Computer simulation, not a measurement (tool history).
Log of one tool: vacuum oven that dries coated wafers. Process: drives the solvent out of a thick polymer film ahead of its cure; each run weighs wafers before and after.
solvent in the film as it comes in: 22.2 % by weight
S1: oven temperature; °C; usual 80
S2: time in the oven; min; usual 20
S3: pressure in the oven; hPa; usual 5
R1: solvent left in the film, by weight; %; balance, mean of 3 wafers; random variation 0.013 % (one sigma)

run,hour,S1,S2,S3,R1
1,0,80,20,5,1.11
2,9.6,80,20,5,1.12
3,27.2,80,20,5,1.09
4,47.2,80,20,5,1.13
5,62.8,80,20,2.58,0.94
6,77,80,20,2.58,0.96
7,93.9,80,13,5,2.65
8,110.8,80,20,5,1.08
9,125.2,80,20,5,1.08
10,138.7,80,20,5,1.12
11,147.9,87,20,11.5,0.85
12,166.5,72,20,11.5,2.93
13,186.4,72,20,11.5,2.93
14,196.7,77,15,11.8,3.05
15,205.1,80,20,6.28,1.19
16,219.4,80,20,6.28,1.22
17,233.1,86,28,3.8,0.25
18,245.6,69,10,3.8,7.06
19,261.1,69,10,3.8,7.07
20,275.1,74,10,4.54,5.63

4 ways to go on from here, each from the tool as it stands after run 20. What would each give?
A,293.9,91,10,4.54,?
B,293.9,74,13,2.66,?
C,293.9,74,10,4.02,?
D,293.9,83,10,4.54,?

run,R1
A,1.73
B,3.9
C,5.62
D,3.27
Without the tool's hidden state the same runs would have given:
run,R1
A,1.74
B,3.9
C,5.62
D,3.27

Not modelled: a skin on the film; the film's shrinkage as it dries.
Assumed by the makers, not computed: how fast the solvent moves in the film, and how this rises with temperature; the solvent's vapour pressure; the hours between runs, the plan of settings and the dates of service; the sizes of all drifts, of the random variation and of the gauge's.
